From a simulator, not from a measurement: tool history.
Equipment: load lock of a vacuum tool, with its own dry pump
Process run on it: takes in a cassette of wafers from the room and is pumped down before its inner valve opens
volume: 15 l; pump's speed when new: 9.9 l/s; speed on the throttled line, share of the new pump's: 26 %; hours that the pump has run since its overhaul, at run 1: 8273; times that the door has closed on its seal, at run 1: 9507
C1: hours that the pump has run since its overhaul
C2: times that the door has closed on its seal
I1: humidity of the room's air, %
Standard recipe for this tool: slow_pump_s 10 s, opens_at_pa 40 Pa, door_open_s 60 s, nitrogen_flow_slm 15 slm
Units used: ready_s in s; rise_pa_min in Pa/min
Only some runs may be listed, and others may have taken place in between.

Run 1, hour 0.0: usual settings; C1 8273; C2 9507; I1 45.4. Result: ready_s 19.98 s, rise_pa_min 0.073 Pa/min.
Run 2, hour 245.1: usual settings but nitrogen_flow_slm 26 slm; C1 8518; C2 10149; I1 41.3. Result: ready_s 20.04 s, rise_pa_min 0.061 Pa/min.
Run 3, hour 368.9: usual settings but nitrogen_flow_slm 26 slm; C1 8641; C2 10473; I1 43.3. Result: ready_s 19.97 s, rise_pa_min 0.068 Pa/min.
Run 4, hour 520.0: usual settings but slow_pump_s 8 s; C1 8793; C2 10868; I1 43.6. Result: ready_s 18.45 s, rise_pa_min 0.077 Pa/min.
Run 5, hour 638.1: usual settings but slow_pump_s 8 s; C1 8911; C2 11178; I1 42.9. Result: ready_s 18.39 s, rise_pa_min 0.074 Pa/min.
Run 6, hour 885.0: usual settings but slow_pump_s 8 s; C1 9158; C2 11824; I1 41.4. Result: ready_s 18.33 s, rise_pa_min 0.076 Pa/min.
Run 7, hour 992.3: usual settings but slow_pump_s 8 s; C1 9265; C2 12105; I1 45.6. Result: ready_s 18.52 s, rise_pa_min 0.079 Pa/min.
Run 8, hour 1151.1: usual settings but slow_pump_s 8 s; C1 9424; C2 12521; I1 45.1. Result: ready_s 18.52 s, rise_pa_min 0.082 Pa/min.
Run 9, hour 1301.6: usual settings; C1 9574; C2 12915; I1 43.4. Result: ready_s 19.91 s, rise_pa_min 0.084 Pa/min.
Run 10, hour 1425.9: usual settings; C1 9698; C2 13241; I1 46.1. Result: ready_s 19.90 s, rise_pa_min 0.087 Pa/min.
Run 11, hour 1625.7: usual settings but door_open_s 143 s; C1 9898; C2 13764; I1 46.3. Result: ready_s 20.01 s, rise_pa_min 0.103 Pa/min.
Run 12, hour 1855.2: usual settings but door_open_s 143 s; C1 10128; C2 14365; I1 42.2. Result: ready_s 20.07 s, rise_pa_min 0.095 Pa/min.
Run 13, hour 2083.7: usual settings but door_open_s 143 s; C1 10356; C2 14964; I1 43.6. Result: ready_s 19.90 s, rise_pa_min 0.102 Pa/min.
Run 14, hour 2329.4: usual settings but door_open_s 143 s; C1 10602; C2 15607; I1 45.9. Result: ready_s 20.08 s, rise_pa_min 0.106 Pa/min.
Run 15, hour 2500.7: usual settings but door_open_s 143 s; C1 10773; C2 16056; I1 45.7. Result: ready_s 20.13 s, rise_pa_min 0.106 Pa/min.
Run 16, hour 2668.7: usual settings but door_open_s 63 s; C1 10941; C2 16496; I1 46.8. Result: ready_s 19.90 s, rise_pa_min 0.091 Pa/min.
Run 17, hour 2910.2: usual settings but door_open_s 63 s, nitrogen_flow_slm 8 slm; C1 11183; C2 17128; I1 44.6. Result: ready_s 20.35 s, rise_pa_min 0.100 Pa/min.
Run 18, hour 3036.8: usual settings but opens_at_pa 29 Pa; C1 11309; C2 17460; I1 45.5. Result: ready_s 20.61 s, rise_pa_min 0.098 Pa/min.
Run 19, hour 3257.1: usual settings but slow_pump_s 9 s, opens_at_pa 41 Pa, door_open_s 198 s, nitrogen_flow_slm 13 slm; C1 11530; C2 18037; I1 42.2. Result: ready_s 19.36 s, rise_pa_min 0.111 Pa/min.
Run 20, hour 3381.7: usual settings but slow_pump_s 9 s, opens_at_pa 41 Pa, door_open_s 198 s, nitrogen_flow_slm 13 slm; C1 11654; C2 18363; I1 47.5. Result: ready_s 19.35 s, rise_pa_min 0.125 Pa/min.
Run 21, hour 3523.5: usual settings but slow_pump_s 7 s, opens_at_pa 31 Pa, door_open_s 56 s, nitrogen_flow_slm 26 slm; C1 11796; C2 18735; I1 44.5. Result: ready_s 18.32 s, rise_pa_min 0.097 Pa/min.
Run 22, hour 3762.6: usual settings but slow_pump_s 8 s, opens_at_pa 68 Pa, door_open_s 186 s; C1 12035; C2 19361; I1 44.7. Result: ready_s 17.60 s, rise_pa_min 0.123 Pa/min.
Run 23, hour 3930.8: usual settings but slow_pump_s 11 s, nitrogen_flow_slm 8 slm; C1 12203; C2 19801; I1 47.2. Result: ready_s 20.99 s, rise_pa_min 0.109 Pa/min.
Run 24, hour 4053.6: usual settings but slow_pump_s 11 s, nitrogen_flow_slm 8 slm; C1 12326; C2 20123; I1 49.6. Result: ready_s 20.67 s, rise_pa_min 0.121 Pa/min.
Run 25, hour 4157.1: usual settings but slow_pump_s 12 s, opens_at_pa 75 Pa; C1 12430; C2 20394; I1 47.5. Result: ready_s 20.60 s, rise_pa_min 0.108 Pa/min.
Run 26, hour 4348.1: usual settings but slow_pump_s 16 s, opens_at_pa 29 Pa, nitrogen_flow_slm 32 slm; C1 12621; C2 20894; I1 39.7. Result: ready_s 25.00 s, rise_pa_min 0.097 Pa/min.
Run 27, hour 4478.9: usual settings but slow_pump_s 16 s, opens_at_pa 29 Pa, nitrogen_flow_slm 32 slm; C1 12751; C2 21237; I1 45.1. Result: ready_s 24.92 s, rise_pa_min 0.101 Pa/min.
Run 28, hour 4693.7: usual settings but slow_pump_s 6 s, opens_at_pa 37 Pa, nitrogen_flow_slm 32 slm; C1 12966; C2 21800; I1 45.3. Result: ready_s 17.50 s, rise_pa_min 0.106 Pa/min.
Run 29, hour 4911.7: usual settings but slow_pump_s 6 s, opens_at_pa 67 Pa, nitrogen_flow_slm 32 slm; C1 13184; C2 22370; I1 43.1. Result: ready_s 16.30 s, rise_pa_min 0.101 Pa/min.
Run 30, hour 5037.9: usual settings but slow_pump_s 6 s, opens_at_pa 67 Pa, nitrogen_flow_slm 32 slm; C1 13310; C2 22701; I1 47.1. Result: ready_s 16.45 s, rise_pa_min 0.109 Pa/min.
Run 31, hour 5258.1: usual settings but opens_at_pa 53 Pa, nitrogen_flow_slm 14 slm; C1 13531; C2 23278; I1 45.9. Result: ready_s 19.70 s, rise_pa_min 0.124 Pa/min.
Run 32, hour 5357.2: usual settings but slow_pump_s 8 s, door_open_s 63 s; C1 13630; C2 23537; I1 45.1. Result: ready_s 18.71 s, rise_pa_min 0.112 Pa/min.
Run 33, hour 5494.3: usual settings but door_open_s 211 s, nitrogen_flow_slm 21 slm; C1 13767; C2 23896; I1 44.9. Result: ready_s 20.09 s, rise_pa_min 0.129 Pa/min.

Run 34, settings as shown, results not yet in. Your forecast:
Run 34, hour 5732.0: usual settings but door_open_s 211 s, nitrogen_flow_slm 21 slm; C1 14005; C2 24519; I1 46.1. Result: ready_s ?, rise_pa_min ?.

Run 34 yielded ready_s 20.15 s, rise_pa_min 0.136 Pa/min.
On a tool with no hidden condition, and with the same random variation, this run would have come out at ready_s 19.31 s, rise_pa_min 0.063 Pa/min.
